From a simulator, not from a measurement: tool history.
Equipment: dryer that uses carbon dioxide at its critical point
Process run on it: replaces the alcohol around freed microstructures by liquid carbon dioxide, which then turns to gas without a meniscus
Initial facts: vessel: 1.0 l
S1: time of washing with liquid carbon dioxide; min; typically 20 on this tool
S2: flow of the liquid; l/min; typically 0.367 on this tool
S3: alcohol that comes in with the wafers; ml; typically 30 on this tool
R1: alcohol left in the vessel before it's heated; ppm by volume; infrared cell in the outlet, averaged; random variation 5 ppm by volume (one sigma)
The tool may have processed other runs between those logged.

run    day  S1     S2  S3    R1
  1  0.000  20  0.367  30    58
  2  0.529  20  0.367  30    55
  3  1.133  20  0.520  30    35
  4  1.650  20  0.520  30    26
  5  2.138  20  0.520  30    35
  6  2.721  20  0.367  30    58
  7  3.033  20  0.367  30    58
  8  3.396  12  0.367  30   536
  9  4.033  20  0.367  30    59
 10  4.517  20  0.250  30   319
 11  4.967  20  0.250  30   315
 12  5.500  14  0.400  74   442
 13  5.942  14  0.400  74   436
 14  6.333  20  0.221  78  1317
 15  6.958  20  0.221  78  1329
 16  7.279  15  0.367  41   285
 17  7.812  15  0.367  41   296
 18  8.092  15  0.398  40   200
 19  8.567  15  0.398  40   191
 20  9.033  20  0.234  30   440
 21  9.317  20  0.234  30   449
     9.846  -- inlet filter changed
 22  9.912  13  0.231  55  2805

Results for each run, recomputed without the tool's hidden state and with each run's random variation untouched:
What the log doesn't record here: flow that reaches the vessel past the clogged filter, %; alcohol in the recycled carbon dioxide, ppm; drift of the gauge itself on alcohol_ppm, %.
run    R1
  1    26
  2    23
  3     9
  4     0
  5     9
  6    21
  7    21
  8   397
  9    21
 10   215
 11   211
 12   288
 13   282
 14   961
 15   962
 16   176
 17   183
 18   113
 19   102
 20   286
 21   293
 22  2762
